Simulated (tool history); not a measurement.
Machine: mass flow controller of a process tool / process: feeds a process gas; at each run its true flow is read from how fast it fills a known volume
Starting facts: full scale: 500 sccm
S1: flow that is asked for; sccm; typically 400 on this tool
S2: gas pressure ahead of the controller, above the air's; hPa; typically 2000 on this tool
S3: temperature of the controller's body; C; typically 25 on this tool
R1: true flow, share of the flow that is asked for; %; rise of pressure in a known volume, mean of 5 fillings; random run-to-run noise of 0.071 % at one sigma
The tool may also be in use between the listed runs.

run	hour	S1	S2	S3	R1
1	0	400	2000	25	99.78
2	64.9	400	2000	25	99.85
3	123.3	400	2000	37	100.55
4	195.9	400	1450	25	99.64
5	264	51	2000	25	99.41
6	295.6	51	2000	25	99.51
7	327.3	247	2000	25	99.76
8	393.4	247	2000	22	99.69
9	432.9	247	2000	22	99.77
10	508.4	126	2000	25	99.83
11	546.8	126	2000	25	99.75
12	613.5	126	2000	25	99.82
13	660.3	126	2000	25	99.89
14	710.3	126	2000	25	99.99
15	755.3	400	1510	25	100.14
16	793.9	400	1510	25	100.08
17	833.4	400	2000	25	100.61
18	906.8	400	2000	25	100.55
19	961.5	400	2000	25	100.58
20	1030	400	1930	25	100.59
21	1089.2	64	2000	30	100.47
22	1153.3	363	2000	26	100.8
23	1211.3	363	2000	30	101.07
# hour 1228.1: gauge calibrated
24	1273.2	400	2000	21	99.66
25	1339.4	55	1640	21	98.84
26	1403.6	400	2000	29	100.19
27	1443.4	328	2000	25	99.82
28	1496.3	145	1860	25	99.43
29	1564.2	145	1740	28	99.59
30	1639.7	66	1620	28	99.51
31	1709.3	165	1420	24	99.44
32	1740.9	165	1420	24	99.47
33	1805.5	68	2540	25	100.04
34	1868.4	248	2510	33	100.81
35	1903.1	68	1830	23	99.65
36	1936.6	76	2000	24	99.79
37	1992.8	76	2000	24	99.96
38	2037.6	234	1740	25	100.1

Some steps in R1 between neighbouring runs. How much of each would the tool show without its hidden state too (settings, what came in, random variation), and how much is left for the hidden state, with any gauge scatter that isn't in both results?
What the log doesn't record here: flow at rest that the sensor doesn't see, % of full scale; true flow over the shown one, %; drift of the gauge itself on true_pct, %.
Run 9 -> 10: S1 247 -> 126, S3 22 -> 25. R1 +0.06 %: hidden state +0.07, all else -0.01.
Run 17 -> 18: nothing adjusted, nothing logged. R1 -0.06 %: hidden state +0.07, all else -0.13.
Run 23 -> 24: S1 363 -> 400, S3 30 -> 21, gauge calibrated. R1 -1.41 %: hidden state -0.97, all else -0.44.
Run 25 -> 26: S1 55 -> 400, S2 1640 -> 2000, S3 21 -> 29. R1 +1.35 %: hidden state +0.06, all else +1.29.
Run 34 -> 35: S1 248 -> 68, S2 2510 -> 1830, S3 33 -> 23. R1 -1.16 %: hidden state +0.02, all else -1.18.
